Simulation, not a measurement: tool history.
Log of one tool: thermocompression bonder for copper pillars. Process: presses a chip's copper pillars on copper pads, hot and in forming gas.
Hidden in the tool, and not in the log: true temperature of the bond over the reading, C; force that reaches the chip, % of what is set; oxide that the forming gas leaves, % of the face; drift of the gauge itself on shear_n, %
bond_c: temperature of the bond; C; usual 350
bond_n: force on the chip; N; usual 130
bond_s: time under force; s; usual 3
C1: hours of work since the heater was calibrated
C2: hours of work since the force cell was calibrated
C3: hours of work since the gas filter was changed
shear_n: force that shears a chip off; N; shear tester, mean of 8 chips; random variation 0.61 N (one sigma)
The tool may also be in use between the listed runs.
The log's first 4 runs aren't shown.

Run 5, hour 67.2: usual settings but bond_c 341 C; C1 45; C2 107; C3 22. Result: shear_n 69.5 N.
Run 6, hour 87.1: usual settings but bond_c 341 C, bond_n 92 N; C1 54; C2 115; C3 31. Result: shear_n 55.2 N.
Run 7, hour 111.8: usual settings; C1 64; C2 126; C3 42. Result: shear_n 76.1 N.
Run 8, hour 125.7: usual settings but bond_c 328 C; C1 71; C2 132; C3 48. Result: shear_n 57.8 N.
Run 9, hour 140.5: usual settings but bond_n 185 N; C1 77; C2 139; C3 54. Result: shear_n 89 N.
Run 10, hour 161.9: usual settings but bond_n 185 N; C1 87; C2 148; C3 64. Result: shear_n 90 N.
Run 11, hour 177.2: usual settings but bond_c 359 C, bond_n 185 N; C1 93; C2 155; C3 71. Result: shear_n 96.1 N.
Run 12, hour 189.6: usual settings but bond_c 338 C, bond_n 185 N; C1 99; C2 161; C3 76. Result: shear_n 79.8 N.
Run 13, hour 203.7: usual settings but bond_c 338 C, bond_n 185 N; C1 105; C2 167; C3 82. Result: shear_n 78.4 N.
Run 14, hour 220: usual settings but bond_s 2 s; C1 112; C2 174; C3 89. Result: shear_n 64.4 N.
Run 15, hour 240.9: usual settings but bond_s 2 s; C1 121; C2 183; C3 99. Result: shear_n 64.3 N.
Run 16, hour 255.6: usual settings but bond_s 2 s; C1 128; C2 190; C3 105. Result: shear_n 63.7 N.
Run 17, hour 266.6: usual settings; C1 133; C2 195; C3 110. Result: shear_n 72.4 N.
Run 18, hour 280.4: usual settings; C1 139; C2 201; C3 116. Result: shear_n 73.9 N.
Run 19, hour 301.6: usual settings but bond_c 356 C; C1 148; C2 210; C3 126. Result: shear_n 78.6 N.
Run 20, hour 312.1: usual settings but bond_s 6 s; C1 153; C2 215; C3 130. Result: shear_n 89.8 N.
Run 21, hour 328.4: usual settings but bond_s 6 s; C1 160; C2 222; C3 137. Result: shear_n 89.1 N.
Run 22, hour 348: usual settings but bond_c 360 C, bond_n 147 N, bond_s 5 s; C1 169; C2 231; C3 146. Result: shear_n 97 N.
Run 23, hour 359.1: usual settings but bond_c 360 C, bond_n 147 N, bond_s 5 s; C1 174; C2 236; C3 151. Result: shear_n 98.5 N.
Run 24, hour 374.2: usual settings but bond_c 360 C, bond_n 147 N, bond_s 5 s; C1 180; C2 242; C3 158. Result: shear_n 97.3 N.

The next listed run, before its measurement:
Run 25, hour 395.1: usual settings but bond_c 360 C, bond_n 147 N, bond_s 5 s; C1 190; C2 251; C3 167. Result: shear_n ?.

{"run 25": {"shear_n": 97.4}}
Without the tool's hidden state the same run would have given shear_n 102.6 N.
